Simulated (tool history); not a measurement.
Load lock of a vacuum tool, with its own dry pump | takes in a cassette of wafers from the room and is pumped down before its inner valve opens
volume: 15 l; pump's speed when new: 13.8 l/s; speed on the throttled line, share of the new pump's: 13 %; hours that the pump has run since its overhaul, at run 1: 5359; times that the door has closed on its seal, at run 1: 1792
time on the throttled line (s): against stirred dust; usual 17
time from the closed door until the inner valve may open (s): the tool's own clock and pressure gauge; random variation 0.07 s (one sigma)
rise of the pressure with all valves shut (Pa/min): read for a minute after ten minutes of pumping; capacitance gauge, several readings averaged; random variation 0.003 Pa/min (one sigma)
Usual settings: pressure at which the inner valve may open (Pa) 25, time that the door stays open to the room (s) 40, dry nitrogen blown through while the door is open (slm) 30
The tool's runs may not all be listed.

run     day  time on the throttled line (s)  pressure at which the inner valve may open (Pa)  time that the door stays open to the room (s)  dry nitrogen blown through while the door is open (slm)  hours that the pump has run since its overhaul  times that the door has closed on its seal  incoming humidity of the room's air, %  time from the closed door until the inner valve may open (s)  rise of the pressure with all valves shut (Pa/min)
  1       0                              17                                               25                                             40                                                       30                                            5359                                        1792                                    40.5                                                         23.78                                               0.029
  2   3.275                              17                                               25                                             40                                                       30                                            5437                                        1989                                    45.1                                                          23.8                                               0.034
  3   6.121                              17                                               25                                             40                                                       30                                            5506                                        2160                                    45.8                                                         23.79                                               0.032
  4   7.825                              17                                               25                                             40                                                       30                                            5547                                        2262                                    43.8                                                         23.93                                               0.032
  5  11.054                              17                                               25                                             40                                                       30                                            5624                                        2457                                    48.7                                                         23.67                                                0.03
  6  13.392                              17                                               25                                             40                                                       30                                            5680                                        2597                                    46.9                                                         23.86                                               0.033
  7  17.521                              17                                               25                                             40                                                       30                                            5779                                        2845                                      45                                                         23.74                                               0.037
  8  19.996                              17                                               25                                             47                                                       30                                            5839                                        2994                                    45.5                                                          23.8                                               0.029
  9  23.575                              17                                               43                                             47                                                        8                                            5925                                        3209                                    41.8                                                          23.1                                               0.057
 10  26.383                              29                                               43                                            140                                                        8                                            5992                                        3377                                    43.5                                                         33.71                                               0.113
 11   29.35                              18                                               43                                             35                                                        6                                            6063                                        3556                                    42.7                                                         23.93                                               0.045
 12  32.821                              18                                               43                                             35                                                        6                                            6146                                        3764                                    45.5                                                         24.06                                               0.047
 13  34.679                              18                                               35                                             72                                                        6                                            6191                                        3876                                    44.3                                                         24.32                                               0.081

Run 14 comes next. What will it give?
 14  37.129                              18                                               25                                            187                                                        6                                            6250                                        4023                                      45                                                             ?                                                   ?

time from the closed door until the inner valve may open (s): 24.72
rise of the pressure with all valves shut (Pa/min): 0.15
Without the tool's hidden state the same run would have given time from the closed door until the inner valve may open (s) 24.72, rise of the pressure with all valves shut (Pa/min) 0.15.

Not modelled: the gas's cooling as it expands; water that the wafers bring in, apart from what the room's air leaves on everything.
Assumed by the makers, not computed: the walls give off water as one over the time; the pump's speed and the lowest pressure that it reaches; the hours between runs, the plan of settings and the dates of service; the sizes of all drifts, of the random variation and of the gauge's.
